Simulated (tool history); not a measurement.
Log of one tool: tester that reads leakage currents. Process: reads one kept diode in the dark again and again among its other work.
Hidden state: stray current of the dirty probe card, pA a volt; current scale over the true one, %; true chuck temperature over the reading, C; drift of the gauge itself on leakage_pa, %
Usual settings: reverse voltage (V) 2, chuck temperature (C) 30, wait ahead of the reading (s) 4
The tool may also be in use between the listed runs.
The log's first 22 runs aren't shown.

| run | day | reverse voltage (V) | chuck temperature (C) | wait ahead of the reading (s) | hours of work since the probe card was cleaned | hours of work since the tester was calibrated | hours of work since the chuck was calibrated | current that the tester gives (pA) |
|---|---|---|---|---|---|---|---|---|
| 23 | 26.346 | 8.5 | 29 | 4.42 | 1410 | 751 | 514 | 93.27 |
| 24 | 27.262 | 8.5 | 29 | 4.42 | 1421 | 762 | 525 | 93.62 |
| 25 | 28.729 | 8.5 | 29 | 4.42 | 1439 | 779 | 543 | 93.72 |
| 26 | 29.967 | 4.87 | 46 | 9.65 | 1453 | 794 | 558 | 242.21 |
| 27 | 31.208 | 2 | 30 | 2.79 | 1468 | 809 | 573 | 48.74 |
| 28 | 32.917 | 2 | 30 | 2.79 | 1489 | 830 | 594 | 48.9 |
| 29 | 34.325 | 2.59 | 43 | 1.55 | 1506 | 847 | 611 | 143.25 |
| 30 | 35.379 | 2.59 | 25 | 1.55 | 1519 | 860 | 623 | 37.89 |
| 31 | 36.479 | 2 | 22 | 0.82 | 1532 | 873 | 636 | 26.41 |
| 32 | 37.454 | 2 | 22 | 0.82 | 1544 | 885 | 648 | 26.47 |
| 33 | 38.554 | 3.28 | 22 | 0.66 | 1557 | 898 | 662 | 34.43 |
| 34 | 40.242 | 3.28 | 23 | 0.47 | 1577 | 918 | 682 | 37.99 |
| 35 | 41.242 | 6.96 | 26 | 3.54 | 1589 | 930 | 694 | 67.15 |
| 36 | 42.712 | 1.82 | 30 | 1.01 | 1607 | 948 | 712 | 46.69 |
| 37 | 44.483 | 1.83 | 34 | 0.57 | 1629 | 969 | 733 | 63.54 |
| 38 | 46.254 | 2.91 | 25 | 0.85 | 1650 | 991 | 754 | 40.43 |
| 39 | 47.033 | 2 | 22 | 1.43 | 1659 | 1000 | 764 | 26.24 |
| 40 | 48.496 | 4.85 | 22 | 5.7 | 1677 | 1018 | 781 | 40.72 |
| 41 | 50.088 | 4.85 | 22 | 5.7 | 1696 | 1037 | 801 | 40.55 |

Forecast each of these 3 alternatives for the next run:
| A | 51.608 | 4.85 | 30 | 8.38 | 1715 | 1055 | 819 | ? |
| B | 51.608 | 4.85 | 22 | 5.11 | 1715 | 1055 | 819 | ? |
| C | 51.608 | 2 | 56 | 4.67 | 1715 | 1055 | 819 | ? |

| run | current that the tester gives (pA) |
|---|---|
| A | 75.21 |
| B | 40.81 |
| C | 302.89 |
Without the tool's hidden state the same runs would have given:
| run | current that the tester gives (pA) |
|---|---|
| A | 75.16 |
| B | 40.76 |
| C | 302.79 |
